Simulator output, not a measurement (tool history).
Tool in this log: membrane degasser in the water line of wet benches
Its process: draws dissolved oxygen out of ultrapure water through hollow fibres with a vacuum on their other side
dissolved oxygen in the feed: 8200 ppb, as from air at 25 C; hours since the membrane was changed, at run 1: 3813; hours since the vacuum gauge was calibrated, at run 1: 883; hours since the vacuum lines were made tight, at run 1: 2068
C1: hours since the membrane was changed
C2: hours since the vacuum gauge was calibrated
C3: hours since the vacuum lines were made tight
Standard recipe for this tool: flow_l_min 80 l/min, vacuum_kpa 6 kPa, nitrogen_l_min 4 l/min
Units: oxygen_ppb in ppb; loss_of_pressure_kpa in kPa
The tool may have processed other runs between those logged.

{"run": 1, "hour": 0.0, "flow_l_min": 80, "vacuum_kpa": 6, "nitrogen_l_min": 4, "C1": 3813, "C2": 883, "C3": 2068, "oxygen_ppb": 132.6, "loss_of_pressure_kpa": 63.78}
{"run": 2, "hour": 111.7, "flow_l_min": 80, "vacuum_kpa": 14.06, "nitrogen_l_min": 4, "C1": 3924, "C2": 994, "C3": 2180, "oxygen_ppb": 470.4, "loss_of_pressure_kpa": 64.08}
{"run": 3, "hour": 242.4, "flow_l_min": 80, "vacuum_kpa": 14.06, "nitrogen_l_min": 4, "C1": 4055, "C2": 1125, "C3": 2311, "oxygen_ppb": 474.7, "loss_of_pressure_kpa": 64.28}
{"run": 4, "hour": 378.8, "flow_l_min": 80, "vacuum_kpa": 14.06, "nitrogen_l_min": 4, "C1": 4191, "C2": 1261, "C3": 2447, "oxygen_ppb": 466.2, "loss_of_pressure_kpa": 64.28}
{"run": 5, "hour": 523.4, "flow_l_min": 80, "vacuum_kpa": 6, "nitrogen_l_min": 4, "C1": 4336, "C2": 1406, "C3": 2592, "oxygen_ppb": 130.8, "loss_of_pressure_kpa": 63.98}
{"run": 6, "hour": 667.1, "flow_l_min": 80, "vacuum_kpa": 5.71, "nitrogen_l_min": 4, "C1": 4480, "C2": 1550, "C3": 2735, "oxygen_ppb": 120.3, "loss_of_pressure_kpa": 64.54}
{"run": 7, "hour": 795.5, "flow_l_min": 80, "vacuum_kpa": 5.71, "nitrogen_l_min": 4, "C1": 4608, "C2": 1678, "C3": 2864, "oxygen_ppb": 120.4, "loss_of_pressure_kpa": 64.1}
{"run": 8, "hour": 883.4, "flow_l_min": 80, "vacuum_kpa": 5.71, "nitrogen_l_min": 4, "C1": 4696, "C2": 1766, "C3": 2952, "oxygen_ppb": 121.5, "loss_of_pressure_kpa": 63.76}
{"run": 9, "hour": 1010.5, "flow_l_min": 80, "vacuum_kpa": 5.71, "nitrogen_l_min": 4, "C1": 4823, "C2": 1893, "C3": 3079, "oxygen_ppb": 118.7, "loss_of_pressure_kpa": 64.05}
{"run": 10, "hour": 1153.3, "flow_l_min": 80, "vacuum_kpa": 5.71, "nitrogen_l_min": 4, "C1": 4966, "C2": 2036, "C3": 3222, "oxygen_ppb": 121.4, "loss_of_pressure_kpa": 64.18}
{"run": 11, "hour": 1273.7, "flow_l_min": 80, "vacuum_kpa": 6, "nitrogen_l_min": 4, "C1": 5086, "C2": 2156, "C3": 3342, "oxygen_ppb": 135.5, "loss_of_pressure_kpa": 64.26}
{"run": 12, "hour": 1418.6, "flow_l_min": 80, "vacuum_kpa": 6, "nitrogen_l_min": 4, "C1": 5231, "C2": 2301, "C3": 3487, "oxygen_ppb": 134.6, "loss_of_pressure_kpa": 64.39}
{"run": 13, "hour": 1519.6, "flow_l_min": 80, "vacuum_kpa": 6, "nitrogen_l_min": 4, "C1": 5332, "C2": 2402, "C3": 3588, "oxygen_ppb": 134.7, "loss_of_pressure_kpa": 63.87}
{"run": 14, "hour": 1621.7, "flow_l_min": 82, "vacuum_kpa": 4.07, "nitrogen_l_min": 4, "C1": 5434, "C2": 2504, "C3": 3690, "oxygen_ppb": 50.9, "loss_of_pressure_kpa": 65.98}
{"run": 15, "hour": 1735.2, "flow_l_min": 82, "vacuum_kpa": 4.07, "nitrogen_l_min": 4, "C1": 5548, "C2": 2618, "C3": 3803, "oxygen_ppb": 51, "loss_of_pressure_kpa": 66.13}
{"run": 16, "hour": 1889.1, "flow_l_min": 72, "vacuum_kpa": 8.65, "nitrogen_l_min": 12, "C1": 5702, "C2": 2772, "C3": 3957, "oxygen_ppb": 87.6, "loss_of_pressure_kpa": 57.92}

Run 17 has not been measured yet. What should we expect?
{"hour": 1898.1, "done": "vacuum gauge calibrated"}
{"run": 17, "hour": 2023.6, "flow_l_min": 59, "vacuum_kpa": 9.03, "nitrogen_l_min": 6.13, "C1": 5836, "C2": 125, "C3": 4091, "oxygen_ppb": "?", "loss_of_pressure_kpa": "?"}

{"run 17": {"oxygen_ppb": 139.2, "loss_of_pressure_kpa": 47.72}}
On a tool with no hidden condition, and with the same random variation, this run would have come out at oxygen_ppb 135.1 ppb, loss_of_pressure_kpa 46.2 kPa.
